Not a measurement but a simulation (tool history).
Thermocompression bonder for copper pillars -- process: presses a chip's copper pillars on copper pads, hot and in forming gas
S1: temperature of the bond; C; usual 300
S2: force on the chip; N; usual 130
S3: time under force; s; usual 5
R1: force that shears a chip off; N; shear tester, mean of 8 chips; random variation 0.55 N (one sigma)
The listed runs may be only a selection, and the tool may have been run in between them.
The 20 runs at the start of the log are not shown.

run 21 hour=236.5 | S1=300 S2=130 S3=6 | R1=47.3
run 22 hour=244.1 | S1=300 S2=130 S3=6 | R1=46.9
run 23 hour=252.7 | S1=300 S2=130 S3=6 | R1=47.5
run 24 hour=259.9 | S1=282 S2=86 S3=8 | R1=29.1
run 25 hour=271.2 | S1=300 S2=191 S3=11 | R1=74.7
run 26 hour=279.3 | S1=329 S2=130 S3=5 | R1=54.8
-- hour=285.8 forming gas filter changed
run 27 hour=288.9 | S1=271 S2=130 S3=3 | R1=29.1
run 28 hour=303.2 | S1=271 S2=130 S3=3 | R1=28.8
run 29 hour=310.3 | S1=320 S2=183 S3=3 | R1=58.7
run 30 hour=324.1 | S1=320 S2=119 S3=3 | R1=40.4
run 31 hour=339.7 | S1=306 S2=116 S3=8 | R1=49.2
run 32 hour=356 | S1=306 S2=102 S3=3 | R1=29.3
run 33 hour=368.9 | S1=291 S2=175 S3=10 | R1=67.5
run 34 hour=378.5 | S1=321 S2=144 S3=9 | R1=67
run 35 hour=395.1 | S1=321 S2=121 S3=6 | R1=52.6
run 36 hour=408.9 | S1=321 S2=121 S3=6 | R1=52.2
run 37 hour=424.2 | S1=321 S2=121 S3=6 | R1=52
run 38 hour=437.6 | S1=329 S2=165 S3=5 | R1=66.3
run 39 hour=446.5 | S1=296 S2=102 S3=3 | R1=26.6
run 40 hour=460.5 | S1=320 S2=130 S3=13 | R1=67.4

Forecast each of these 3 alternatives for the next run:
run A hour=468.6 | S1=307 S2=83 S3=11 | R1=?
run B hour=468.6 | S1=298 S2=171 S3=6 | R1=?
run C hour=468.6 | S1=314 S2=89 S3=9 | R1=?

run=A R1=39.5
run=B R1=58.5
run=C R1=42.1
With no hidden state in the tool, these same runs would have given:
run=A R1=41.5
run=B R1=60.9
run=C R1=44.1

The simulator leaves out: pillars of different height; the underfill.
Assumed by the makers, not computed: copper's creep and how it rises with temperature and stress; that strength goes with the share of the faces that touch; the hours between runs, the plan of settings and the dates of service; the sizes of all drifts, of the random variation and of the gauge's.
